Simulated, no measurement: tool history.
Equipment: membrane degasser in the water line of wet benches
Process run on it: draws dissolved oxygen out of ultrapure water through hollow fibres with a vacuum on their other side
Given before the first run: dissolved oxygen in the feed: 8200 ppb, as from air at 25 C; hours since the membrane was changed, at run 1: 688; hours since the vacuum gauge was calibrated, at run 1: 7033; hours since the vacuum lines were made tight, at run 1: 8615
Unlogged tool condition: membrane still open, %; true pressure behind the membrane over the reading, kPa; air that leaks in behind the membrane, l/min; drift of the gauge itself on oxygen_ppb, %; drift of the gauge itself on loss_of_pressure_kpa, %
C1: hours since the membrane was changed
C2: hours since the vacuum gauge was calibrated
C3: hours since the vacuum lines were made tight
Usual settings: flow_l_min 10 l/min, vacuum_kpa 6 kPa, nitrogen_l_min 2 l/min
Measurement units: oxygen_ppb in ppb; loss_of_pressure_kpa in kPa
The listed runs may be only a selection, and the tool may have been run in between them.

{"run": 1, "hour": 0.0, "flow_l_min": 10, "vacuum_kpa": 6, "nitrogen_l_min": 2, "C1": 688, "C2": 7033, "C3": 8615, "oxygen_ppb": 48.7, "loss_of_pressure_kpa": 58.81}
{"run": 2, "hour": 84.4, "flow_l_min": 10, "vacuum_kpa": 6, "nitrogen_l_min": 2, "C1": 773, "C2": 7117, "C3": 8699, "oxygen_ppb": 47.9, "loss_of_pressure_kpa": 58.88}
{"run": 3, "hour": 151.1, "flow_l_min": 10, "vacuum_kpa": 6, "nitrogen_l_min": 2, "C1": 839, "C2": 7184, "C3": 8766, "oxygen_ppb": 47.3, "loss_of_pressure_kpa": 59.09}
{"run": 4, "hour": 219.9, "flow_l_min": 10, "vacuum_kpa": 6, "nitrogen_l_min": 2, "C1": 908, "C2": 7252, "C3": 8835, "oxygen_ppb": 47.8, "loss_of_pressure_kpa": 59.12}
{"hour": 257.4, "done": "vacuum gauge calibrated"}
{"run": 5, "hour": 299.8, "flow_l_min": 10, "vacuum_kpa": 6, "nitrogen_l_min": 2.47, "C1": 988, "C2": 42, "C3": 8914, "oxygen_ppb": 42.5, "loss_of_pressure_kpa": 59.21}
{"run": 6, "hour": 400.6, "flow_l_min": 10, "vacuum_kpa": 6, "nitrogen_l_min": 2.47, "C1": 1088, "C2": 143, "C3": 9015, "oxygen_ppb": 42.3, "loss_of_pressure_kpa": 58.78}
{"run": 7, "hour": 493.9, "flow_l_min": 10, "vacuum_kpa": 6, "nitrogen_l_min": 2.47, "C1": 1182, "C2": 236, "C3": 9108, "oxygen_ppb": 41.8, "loss_of_pressure_kpa": 58.98}
{"hour": 551.8, "done": "vacuum gauge calibrated, once more"}
{"run": 8, "hour": 595.0, "flow_l_min": 8, "vacuum_kpa": 11.54, "nitrogen_l_min": 1.84, "C1": 1282, "C2": 43, "C3": 9209, "oxygen_ppb": 100.3, "loss_of_pressure_kpa": 47.12}
{"run": 9, "hour": 698.6, "flow_l_min": 8, "vacuum_kpa": 11.54, "nitrogen_l_min": 1.84, "C1": 1386, "C2": 147, "C3": 9313, "oxygen_ppb": 100, "loss_of_pressure_kpa": 47.26}
{"run": 10, "hour": 774.8, "flow_l_min": 13, "vacuum_kpa": 11.54, "nitrogen_l_min": 1.84, "C1": 1462, "C2": 223, "C3": 9389, "oxygen_ppb": 158.3, "loss_of_pressure_kpa": 77.14}
{"run": 11, "hour": 843.3, "flow_l_min": 11, "vacuum_kpa": 4.05, "nitrogen_l_min": 2, "C1": 1531, "C2": 291, "C3": 9457, "oxygen_ppb": 20.9, "loss_of_pressure_kpa": 65.07}
{"run": 12, "hour": 907.5, "flow_l_min": 13, "vacuum_kpa": 7.64, "nitrogen_l_min": 2, "C1": 1595, "C2": 356, "C3": 9521, "oxygen_ppb": 85, "loss_of_pressure_kpa": 77}
{"run": 13, "hour": 986.7, "flow_l_min": 13, "vacuum_kpa": 7.64, "nitrogen_l_min": 2, "C1": 1674, "C2": 435, "C3": 9601, "oxygen_ppb": 86.2, "loss_of_pressure_kpa": 76.65}
{"run": 14, "hour": 1084.7, "flow_l_min": 13, "vacuum_kpa": 7.64, "nitrogen_l_min": 2, "C1": 1772, "C2": 533, "C3": 9699, "oxygen_ppb": 85.6, "loss_of_pressure_kpa": 76.59}

Each row is a separate what-if for the run after 14, all from the same tool condition, not one after another. Results?
{"run": "A", "hour": 1135.1, "flow_l_min": 10, "vacuum_kpa": 13.58, "nitrogen_l_min": 2, "C1": 1822, "C2": 583, "C3": 9749, "oxygen_ppb": "?", "loss_of_pressure_kpa": "?"}
{"run": "B", "hour": 1135.1, "flow_l_min": 13, "vacuum_kpa": 4.1, "nitrogen_l_min": 2, "C1": 1822, "C2": 583, "C3": 9749, "oxygen_ppb": "?", "loss_of_pressure_kpa": "?"}
{"run": "C", "hour": 1135.1, "flow_l_min": 10, "vacuum_kpa": 6, "nitrogen_l_min": 0.89, "C1": 1822, "C2": 583, "C3": 9749, "oxygen_ppb": "?", "loss_of_pressure_kpa": "?"}
{"run": "D", "hour": 1135.1, "flow_l_min": 13, "vacuum_kpa": 5.63, "nitrogen_l_min": 5.53, "C1": 1822, "C2": 583, "C3": 9749, "oxygen_ppb": "?", "loss_of_pressure_kpa": "?"}
{"run": "E", "hour": 1135.1, "flow_l_min": 8, "vacuum_kpa": 7.07, "nitrogen_l_min": 2, "C1": 1822, "C2": 583, "C3": 9749, "oxygen_ppb": "?", "loss_of_pressure_kpa": "?"}

run=A oxygen_ppb=143.5 loss_of_pressure_kpa=59.12
run=B oxygen_ppb=27.9 loss_of_pressure_kpa=76.73
run=C oxygen_ppb=83.7 loss_of_pressure_kpa=58.87
run=D oxygen_ppb=28 loss_of_pressure_kpa=77.01
run=E oxygen_ppb=46.2 loss_of_pressure_kpa=47.48
Had the tool no hidden state, the same runs would have come out as:
run=A oxygen_ppb=133.9 loss_of_pressure_kpa=58.73
run=B oxygen_ppb=26.8 loss_of_pressure_kpa=76.22
run=C oxygen_ppb=79.4 loss_of_pressure_kpa=58.48
run=D oxygen_ppb=26.6 loss_of_pressure_kpa=76.5
run=E oxygen_ppb=42.5 loss_of_pressure_kpa=47.17
